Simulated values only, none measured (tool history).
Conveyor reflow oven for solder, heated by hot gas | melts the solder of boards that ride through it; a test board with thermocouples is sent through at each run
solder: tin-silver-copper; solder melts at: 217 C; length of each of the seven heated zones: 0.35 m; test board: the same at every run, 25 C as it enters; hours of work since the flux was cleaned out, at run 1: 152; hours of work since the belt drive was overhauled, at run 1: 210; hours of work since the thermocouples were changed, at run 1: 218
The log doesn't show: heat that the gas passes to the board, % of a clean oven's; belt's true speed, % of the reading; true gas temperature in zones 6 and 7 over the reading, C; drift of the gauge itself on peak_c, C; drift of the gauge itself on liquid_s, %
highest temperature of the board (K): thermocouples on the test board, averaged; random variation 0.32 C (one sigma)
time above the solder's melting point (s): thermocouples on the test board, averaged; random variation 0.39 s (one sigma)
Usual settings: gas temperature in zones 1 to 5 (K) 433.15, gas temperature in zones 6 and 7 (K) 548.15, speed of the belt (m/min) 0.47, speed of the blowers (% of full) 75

run   hour  gas temperature in zones 1 to 5 (K)  gas temperature in zones 6 and 7 (K)  speed of the belt (m/min)  speed of the blowers (% of full)  hours of work since the flux was cleaned out  hours of work since the belt drive was overhauled  hours of work since the thermocouples were changed  highest temperature of the board (K)  time above the solder's melting point (s)
  1      0                               433.15                                548.15                       0.47                                75                                           152                                                210                                                 218                                530.35                                       66.1
  2    7.8                               433.15                                548.15                       0.47                                75                                           157                                                215                                                 223                                530.95                                       65.1
  3   18.2                               433.15                                548.15                       0.47                                75                                           164                                                222                                                 230                                530.15                                       66.4
      26.6  -- flux residue cleaned out of gas plates and filters
  4     28                               433.15                                548.15                       0.47                                75                                             1                                                225                                                 233                                531.15                                         67
  5   36.8                               433.15                                548.15                       0.47                                71                                             7                                                230                                                 239                                530.25                                       65.9
  6   44.6                               433.15                                548.15                       0.47                                71                                            12                                                236                                                 244                                529.95                                       65.8
  7   52.4                               433.15                                548.15                       0.47                                71                                            17                                                241                                                 249                                530.45                                       65.7
  8   61.1                               433.15                                548.15                       0.47                                71                                            22                                                246                                                 255                                530.15                                       65.8
  9   72.2                               433.15                                548.15                       0.47                                71                                            30                                                253                                                 262                                530.85                                       65.5
 10   82.4                               433.15                                548.15                       0.47                                71                                            36                                                260                                                 268                                530.55                                       65.9
 11   91.5                               433.15                                548.15                      0.462                                75                                            42                                                266                                                 274                                531.55                                       68.2
 12   99.8                               433.15                                548.15                      0.462                                75                                            48                                                271                                                 280                                532.05                                         69
 13  105.5                               433.15                                548.15                      0.462                                75                                            51                                                275                                                 283                                531.75                                       68.7
 14  110.2                               439.15                                558.15                      0.531                                75                                            54                                                278                                                 287                                535.85                                         64
 15  121.5                               439.15                                558.15                      0.531                                75                                            62                                                286                                                 294                                536.65                                       62.9
     126.1  -- belt drive overhauled, speed set with a stopwatch
 16  132.6                               425.15                                541.15                      0.531                                75                                            66                                                  4                                                 299                                519.35                                       46.5
 17  142.4                               425.15                                541.15                      0.531                                75                                            73                                                 11                                                 305                                518.85                                       46.5
 18  151.3                               438.15                                548.15                       0.47                                75                                            78                                                 16                                                 311                                531.75                                       69.1
     158.9  -- belt drive overhauled, speed set with a stopwatch, once more
 19  162.2                               438.15                                548.15                       0.47                                75                                            83                                                  2                                                 315                                531.55                                       68.4
 20  170.4                               433.15                                561.15                       0.47                                75                                            88                                                  7                                                 320                                542.55                                       73.9
 21  177.8                               433.15                                548.15                       0.47                                87                                            93                                                 12                                                 325                                533.75                                       68.5
 22  186.8                               424.15                                537.15                       0.47                                75                                            99                                                 18                                                 331                                520.05                                       52.9
 23  197.2                               433.15                                553.15                       0.47                                53                                           106                                                 25                                                 338                                525.55                                       60.3

Hidden state or all else? Some run-to-run changes of highest temperature of the board (K), split into what the settings, what came in and random variation would give without the hidden state, and what is left for the hidden state (with any gauge scatter that isn't in both results):
Run 3 -> 4: flux residue cleaned out of gas plates and filters. highest temperature of the board (K) +1: hidden state +1.6, all else -0.6.
Run 15 -> 16: gas temperature in zones 1 to 5 (K) 439.15 -> 425.15, gas temperature in zones 6 and 7 (K) 558.15 -> 541.15, belt drive overhauled, speed set with a stopwatch. highest temperature of the board (K) -17.3: hidden state +0.1, all else -17.4.
Run 18 -> 19: belt drive overhauled, speed set with a stopwatch, once more. highest temperature of the board (K) -0.2: hidden state -0.4, all else +0.2.
Run 21 -> 22: gas temperature in zones 1 to 5 (K) 433.15 -> 424.15, gas temperature in zones 6 and 7 (K) 548.15 -> 537.15, speed of the blowers (% of full) 87 -> 75. highest temperature of the board (K) -13.7: hidden state +0, all else -13.7.
